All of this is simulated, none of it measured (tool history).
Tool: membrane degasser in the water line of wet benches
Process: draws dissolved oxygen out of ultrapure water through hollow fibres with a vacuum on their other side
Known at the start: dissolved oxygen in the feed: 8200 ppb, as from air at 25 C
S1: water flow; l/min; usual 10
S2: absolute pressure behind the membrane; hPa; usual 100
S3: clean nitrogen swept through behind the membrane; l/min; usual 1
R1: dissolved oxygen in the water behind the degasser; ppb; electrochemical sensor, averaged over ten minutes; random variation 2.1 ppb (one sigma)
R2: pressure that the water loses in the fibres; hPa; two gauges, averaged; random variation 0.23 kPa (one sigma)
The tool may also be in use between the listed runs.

run,hour,S1,S2,S3,R1,R2
1,0,10,100,1,215.8,580.5
2,82.1,10,100,1,215.1,580.8
3,155.6,10,84,1,178.6,581.3
4,190.8,6,84,1,91.9,352.6
5,227,6,84,1,90.6,350.8
6,307.7,10,100,0.42,400.2,584.3

The next listed run, before its measurement:
7,381.1,11,68,0.42,?,?

R1: 270.5 ppb
R2: 645.7 hPa
Without the tool's hidden state the same run would have given R1 263.3 ppb, R2 639.6 hPa.
